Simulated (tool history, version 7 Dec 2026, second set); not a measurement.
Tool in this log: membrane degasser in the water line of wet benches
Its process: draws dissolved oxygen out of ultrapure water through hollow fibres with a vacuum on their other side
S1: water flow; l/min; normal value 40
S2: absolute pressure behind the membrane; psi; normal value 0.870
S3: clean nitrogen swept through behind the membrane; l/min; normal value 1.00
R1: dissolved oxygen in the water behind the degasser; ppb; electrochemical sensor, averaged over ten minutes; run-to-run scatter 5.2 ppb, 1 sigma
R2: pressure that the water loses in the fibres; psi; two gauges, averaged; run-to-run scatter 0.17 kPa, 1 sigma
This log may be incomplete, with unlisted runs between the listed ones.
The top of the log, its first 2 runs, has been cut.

run,hour,S1,S2,S3,R1,R2
3,113.0,40,0.870,0.81,551.4,4.769
4,172.4,40,0.560,1.00,362.1,4.730
5,205.0,40,0.870,0.59,606.6,4.754
6,239.3,40,0.870,0.59,609.8,4.734
7,272.8,40,0.870,0.59,609.9,4.733
8,304.9,40,0.870,0.59,613.1,4.727
9,364.2,40,0.870,1.00,517.4,4.725
10,406.5,40,0.915,1.00,535.9,4.747
11,459.0,40,1.806,1.00,970.2,4.741
12,489.0,40,1.806,1.00,963.7,4.704
13,534.5,40,1.806,1.00,961.0,4.727
14,568.0,40,1.806,1.00,964.4,4.750
15,617.9,40,0.870,0.75,566.1,4.680
16,681.4,40,0.870,1.00,526.4,4.715
17,722.8,40,0.870,1.00,510.3,4.677
18,784.9,59,0.870,0.58,897.1,6.930
19,848.5,26,1.684,0.60,797.5,3.027
20,890.3,30,2.094,0.67,1062.1,3.532
21,953.4,55,0.870,1.00,735.6,6.440

Run 22 comes next. What will it give?
22,1024.7,39,0.732,1.00,?,?

Run 22 yielded R1 438.1 ppb, R2 4.531 psi.
With the hidden condition absent and the run-to-run variation left alone, this run would have shown R1 437.7 ppb, R2 4.615 psi.
